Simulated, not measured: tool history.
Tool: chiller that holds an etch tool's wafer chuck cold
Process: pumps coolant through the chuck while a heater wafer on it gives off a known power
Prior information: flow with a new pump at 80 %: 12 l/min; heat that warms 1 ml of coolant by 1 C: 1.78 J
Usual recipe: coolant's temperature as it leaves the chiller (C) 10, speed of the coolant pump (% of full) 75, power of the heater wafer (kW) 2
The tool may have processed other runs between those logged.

| run | hour | coolant's temperature as it leaves the chiller (C) | speed of the coolant pump (% of full) | power of the heater wafer (kW) | chuck's temperature once it has settled (K) | how much warmer the coolant comes back (C) |
|---|---|---|---|---|---|---|
| 1 | 0 | 10 | 75 | 2 | 299.55 | 6.19 |
| 2 | 49.7 | 10 | 75 | 2 | 299.45 | 6.17 |
| 3 | 76 | 10 | 75 | 1.821 | 297.95 | 5.56 |
| 4 | 114.1 | 10 | 75 | 1.821 | 298.05 | 5.66 |
| 5 | 166.4 | 10 | 75 | 2 | 299.55 | 6.21 |
| 6 | 226.9 | 10 | 75 | 1.889 | 298.55 | 5.85 |
| 7 | 285 | 10 | 75 | 1.889 | 298.35 | 5.92 |
| 8 | 336.3 | 10 | 75 | 1.889 | 298.65 | 5.9 |
|  | 344.8 | coolant pump overhauled |
| 9 | 401.3 | 1 | 75 | 2 | 290.85 | 6.29 |
| 10 | 431.5 | 1 | 75 | 2 | 290.85 | 6.3 |
| 11 | 467 | 1 | 75 | 2 | 290.65 | 6.3 |
| 12 | 497.3 | 1 | 75 | 2 | 290.75 | 6.32 |
| 13 | 550.5 | 1 | 62 | 2 | 292.95 | 7.78 |
| 14 | 605.8 | 5 | 68 | 2 | 295.85 | 6.97 |
|  | 665.1 | coolant pump overhauled, once more |
| 15 | 665.6 | 17 | 80 | 1.152 | 299.15 | 3.19 |
| 16 | 697.9 | 17 | 80 | 1.152 | 299.45 | 3.22 |
| 17 | 729.7 | 17 | 80 | 1.152 | 299.25 | 3.29 |

Below are 4 alternative next runs, each starting from the tool's condition after run 17. Predict each:
| A | 772.9 | 18 | 62 | 1.099 | ? | ? |
| B | 772.9 | 4 | 75 | 2 | ? | ? |
| C | 772.9 | 15 | 97 | 1.469 | ? | ? |
| D | 772.9 | 17 | 90 | 1.152 | ? | ? |

| run | chuck's temperature once it has settled (K) | how much warmer the coolant comes back (C) |
|---|---|---|
| A | 301.35 | 4.07 |
| B | 293.55 | 5.99 |
| C | 298.75 | 3.28 |
| D | 298.95 | 2.83 |
Without the tool's unlogged condition, the same runs would have read:
| run | chuck's temperature once it has settled (K) | how much warmer the coolant comes back (C) |
|---|---|---|
| A | 300.15 | 4.09 |
| B | 291.85 | 6.02 |
| C | 297.45 | 3.3 |
| D | 297.95 | 2.84 |
